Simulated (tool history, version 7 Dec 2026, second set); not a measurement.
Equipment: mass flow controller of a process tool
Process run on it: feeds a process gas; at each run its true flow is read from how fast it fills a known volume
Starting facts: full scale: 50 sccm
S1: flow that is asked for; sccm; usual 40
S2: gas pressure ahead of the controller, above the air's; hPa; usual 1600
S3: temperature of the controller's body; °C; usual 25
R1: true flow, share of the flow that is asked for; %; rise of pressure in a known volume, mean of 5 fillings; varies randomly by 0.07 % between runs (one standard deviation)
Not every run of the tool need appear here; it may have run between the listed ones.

Run 1, day 0.000: usual settings. Result: R1 105.66 %.
At day 17.904: controller's zero set anew.
Run 2, day 19.825: usual settings. Result: R1 106.71 %.
Run 3, day 30.654: usual settings. Result: R1 107.01 %.
At day 34.321: controller exchanged for a calibrated one.
Run 4, day 43.004: usual settings but S3 28 °C. Result: R1 99.56 %.
At day 62.492: controller's zero set anew, once more.
Run 5, day 64.029: usual settings. Result: R1 99.56 %.
Run 6, day 82.383: usual settings but S2 1980 hPa. Result: R1 100.17 %.
Run 7, day 93.746: usual settings but S1 8 sccm, S2 2180 hPa, S3 24 °C. Result: R1 99.51 %.
Run 8, day 106.442: usual settings but S1 12 sccm, S2 2190 hPa, S3 22 °C. Result: R1 99.88 %.
Run 9, day 125.700: usual settings but S1 24 sccm, S2 2500 hPa. Result: R1 100.47 %.
Run 10, day 144.988: usual settings but S1 24 sccm, S2 2500 hPa. Result: R1 100.88 %.
Run 11, day 160.292: usual settings but S1 7 sccm, S2 2690 hPa, S3 38 °C. Result: R1 102.80 %.
Run 12, day 173.692: usual settings but S1 7 sccm, S2 2690 hPa, S3 38 °C. Result: R1 103.37 %.

5 options for the next run, each taken on its own from the tool as it stands now. Forecast them:
Run A, day 183.829: usual settings but S1 13 sccm, S2 1800 hPa. Result: R1 ?.
Run B, day 183.829: usual settings but S1 21 sccm, S2 1410 hPa, S3 35 °C. Result: R1 ?.
Run C, day 183.829: usual settings but S2 2020 hPa. Result: R1 ?.
Run D, day 183.829: usual settings but S1 7 sccm, S2 2640 hPa, S3 38 °C. Result: R1 ?.
Run E, day 183.829: usual settings but S1 17 sccm, S2 2470 hPa, S3 34 °C. Result: R1 ?.

run      R1
  A  101.36
  B  101.27
  C  101.61
  D  103.68
  E  102.02
Without the tool's hidden state the same runs would have given:
run     R1
  A  98.14
  B  98.70
  C  99.54
  D  99.03
  E  99.20
